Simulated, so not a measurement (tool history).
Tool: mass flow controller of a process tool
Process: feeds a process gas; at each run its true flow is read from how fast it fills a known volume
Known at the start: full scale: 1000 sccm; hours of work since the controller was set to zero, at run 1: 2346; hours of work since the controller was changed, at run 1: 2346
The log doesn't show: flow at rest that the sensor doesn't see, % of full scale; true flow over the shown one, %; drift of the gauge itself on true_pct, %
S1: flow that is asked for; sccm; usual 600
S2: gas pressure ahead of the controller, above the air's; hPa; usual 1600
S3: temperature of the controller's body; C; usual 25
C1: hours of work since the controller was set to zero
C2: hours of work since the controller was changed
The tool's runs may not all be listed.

{"run": 1, "hour": 0.0, "S1": 600, "S2": 1600, "S3": 25, "C1": 2346, "C2": 2346, "true flow (%)": 98.31}
{"run": 2, "hour": 159.8, "S1": 600, "S2": 2050, "S3": 25, "C1": 2421, "C2": 2421, "true flow (%)": 98.47}
{"run": 3, "hour": 405.2, "S1": 600, "S2": 2050, "S3": 25, "C1": 2537, "C2": 2537, "true flow (%)": 98.38}
{"run": 4, "hour": 691.0, "S1": 600, "S2": 2050, "S3": 25, "C1": 2672, "C2": 2672, "true flow (%)": 98.41}
{"run": 5, "hour": 847.3, "S1": 600, "S2": 2050, "S3": 25, "C1": 2746, "C2": 2746, "true flow (%)": 98.4}
{"run": 6, "hour": 984.4, "S1": 600, "S2": 2050, "S3": 25, "C1": 2810, "C2": 2810, "true flow (%)": 98.32}
{"run": 7, "hour": 1146.6, "S1": 600, "S2": 2050, "S3": 25, "C1": 2887, "C2": 2887, "true flow (%)": 98.25}
{"run": 8, "hour": 1377.4, "S1": 724, "S2": 1400, "S3": 25, "C1": 2996, "C2": 2996, "true flow (%)": 98.41}
{"hour": 1401.4, "done": "controller's zero set anew"}
{"run": 9, "hour": 1594.8, "S1": 724, "S2": 1400, "S3": 25, "C1": 91, "C2": 3098, "true flow (%)": 98.42}

The next listed run, before its measurement:
{"run": 10, "hour": 1835.6, "S1": 600, "S2": 1980, "S3": 24, "C1": 205, "C2": 3212, "true flow (%)": "?"}

true flow (%): 98.01
Without the tool's hidden state the same run would have given true flow (%) 99.21.
